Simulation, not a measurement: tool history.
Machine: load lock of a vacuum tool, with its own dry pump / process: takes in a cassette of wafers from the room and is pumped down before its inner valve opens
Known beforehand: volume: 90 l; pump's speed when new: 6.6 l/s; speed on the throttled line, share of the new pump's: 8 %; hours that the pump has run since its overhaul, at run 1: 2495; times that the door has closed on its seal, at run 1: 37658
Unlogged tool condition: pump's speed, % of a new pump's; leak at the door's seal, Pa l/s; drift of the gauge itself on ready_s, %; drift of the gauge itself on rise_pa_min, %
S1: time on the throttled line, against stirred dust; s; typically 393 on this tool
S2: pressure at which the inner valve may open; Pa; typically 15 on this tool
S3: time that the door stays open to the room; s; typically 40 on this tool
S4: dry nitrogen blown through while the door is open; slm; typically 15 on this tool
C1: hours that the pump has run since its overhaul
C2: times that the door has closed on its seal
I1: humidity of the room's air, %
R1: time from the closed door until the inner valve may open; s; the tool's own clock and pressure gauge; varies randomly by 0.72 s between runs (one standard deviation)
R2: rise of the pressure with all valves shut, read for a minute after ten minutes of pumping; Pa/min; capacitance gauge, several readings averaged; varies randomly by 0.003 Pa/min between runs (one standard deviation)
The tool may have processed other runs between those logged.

run,hour,S1,S2,S3,S4,C1,C2,I1,R1,R2
1,0,393,15,40,15,2495,37658,40.5,483.6,0.44
2,242.8,393,15,40,13,2738,38564,47.9,485.6,0.462
3,448.4,393,15,40,6,2943,39330,43.1,484.8,0.488
4,713.2,393,15,40,6,3208,40318,46.3,484.7,0.503
5,916.2,393,15,40,6,3411,41075,46.6,486.3,0.518
6,1062.4,229,15,40,6,3557,41620,45,336.1,0.512
7,1282.2,229,15,40,6,3777,42439,47,337.1,0.539
8,1393.9,229,15,40,6,3889,42856,46.8,337.5,0.54
9,1516,229,15,40,6,4011,43311,46,337.5,0.552
10,1662.3,393,15,166,15,4157,43856,43,488.2,0.579
11,1874.3,393,15,40,15,4369,44647,45.8,487.4,0.576
12,2017.7,393,15,40,15,4513,45182,41.2,486.9,0.599
13,2154.3,393,15,40,15,4649,45691,44.5,488.4,0.607
14,2417.6,747,10,40,15,4913,46672,47.4,816.8,0.617
15,2679.5,335,15,38,12,5174,47649,45.6,437.1,0.626
16,2907.6,273,15,40,6,5403,48500,45.5,379.8,0.658
17,3123,206,24,32,6,5618,49303,46.7,312.3,0.668
# hour 3346.3: door's seal changed, seat wiped
18,3389.9,393,14,40,15,5883,162,46.1,490.8,0.017
19,3505.4,393,14,40,15,5999,593,44,491.3,0.019
20,3688,292,12,87,42,6181,1274,46.3,401.9,0.028
21,3858.6,292,12,148,19,6352,1910,46.4,403.5,0.047
22,4002.8,455,11,169,5,6496,2448,45.2,552.7,0.069
23,4249.8,455,11,169,5,6743,3369,44.5,552.1,0.076
24,4426,455,11,169,5,6920,4025,46.4,553.1,0.082
25,4635.3,455,11,169,5,7129,4806,42.7,551.9,0.08

Consider 5 possible next runs. They are alternatives, not a sequence: every one starts from the tool as it was left by run 25. What does each give?
A,4807,455,16,169,16,7301,5446,44,?,?
B,4807,656,15,214,5,7301,5446,42.6,?,?
C,4807,301,20,141,15,7301,5446,45.2,?,?
D,4807,393,22,40,15,7301,5446,43.1,?,?
E,4807,455,14,96,26,7301,5446,44.7,?,?

run,R1,R2
A,547.6,0.057
B,731.6,0.086
C,404.1,0.063
D,487.8,0.048
E,548.8,0.049
What these runs would have given with no unlogged condition in the tool:
run,R1,R2
A,537,0.03
B,723,0.058
C,392.2,0.034
D,476.8,0.021
E,538,0.021
